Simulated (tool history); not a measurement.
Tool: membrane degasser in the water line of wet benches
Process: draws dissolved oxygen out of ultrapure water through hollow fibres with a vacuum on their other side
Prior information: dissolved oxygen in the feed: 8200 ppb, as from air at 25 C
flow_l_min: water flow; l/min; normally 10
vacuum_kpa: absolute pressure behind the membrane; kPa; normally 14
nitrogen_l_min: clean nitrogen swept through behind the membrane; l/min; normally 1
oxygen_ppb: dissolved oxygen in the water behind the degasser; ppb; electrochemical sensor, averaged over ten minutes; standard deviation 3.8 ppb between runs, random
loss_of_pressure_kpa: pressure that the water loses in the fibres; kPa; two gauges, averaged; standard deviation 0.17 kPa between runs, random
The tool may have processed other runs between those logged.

run,day,flow_l_min,vacuum_kpa,nitrogen_l_min,oxygen_ppb,loss_of_pressure_kpa
1,0,10,14,1,404.9,26.37
2,2.733,10,14,1,407.4,26.6
3,8.267,10,14,1,407,26.42
4,13.362,15,14,1,596,39.82
5,16.558,10,14,1,407.5,26.38
6,20.975,10,14,1,401.8,26.52
7,24.038,10,14,1,411.7,26.69
8,27.025,10,14,1,403.1,26.67
9,30.042,10,14,1,410.8,26.37
10,32.304,10,14,0.92,421.9,26.7
11,36.204,10,13.5,0.92,405.4,26.27
12,38.488,10,13.5,0.92,415.2,26.63
13,43.521,10,13.5,0.92,420.1,26.61
14,47.75,10,13.5,0.92,413.9,26.89
15,52.871,10,13.5,0.92,418.5,26.74
16,58.296,10,13.5,0.92,414.6,26.6
17,62.175,10,13.5,0.92,420.9,26.8
18,65.783,10,13.5,0.92,426,26.68
19,71.025,12,27.4,1.21,737.3,31.87
20,74.675,14,14,0.84,635,37.43
21,78.712,14,12,1.27,461.9,37.45
22,84.117,14,12,1.27,473.9,37.43
23,88.338,14,12,1.27,472,37.75
24,92.921,15,14,2.06,445.9,40.64
25,96.7,14,28.4,1,968.2,37.64
26,100.058,14,28.4,1,971.6,37.76
27,103.096,14,28.4,1,964,37.15
28,108.346,8,11.9,1.97,214.3,21.62
29,112.317,8,11.9,1.97,215.9,21.7
30,117.258,10,15.2,2.81,270.6,26.9
31,122.329,6,11.1,2.81,130.3,15.96
32,126.75,6,11.1,1.19,189.4,16.21

Each row is a separate what-if for the run after 32, all from the same tool condition, not one after another. Results?
A,131.708,13,25.6,1.11,?,?
B,131.708,9,14,0.71,?,?
C,131.708,9,14.9,1.6,?,?

run,oxygen_ppb,loss_of_pressure_kpa
A,790.2,35.27
B,464.2,24.54
C,309.3,24.06
What these runs would have given with no unlogged condition in the tool:
run,oxygen_ppb,loss_of_pressure_kpa
A,735.2,33.41
B,417.7,23.24
C,270.7,22.78

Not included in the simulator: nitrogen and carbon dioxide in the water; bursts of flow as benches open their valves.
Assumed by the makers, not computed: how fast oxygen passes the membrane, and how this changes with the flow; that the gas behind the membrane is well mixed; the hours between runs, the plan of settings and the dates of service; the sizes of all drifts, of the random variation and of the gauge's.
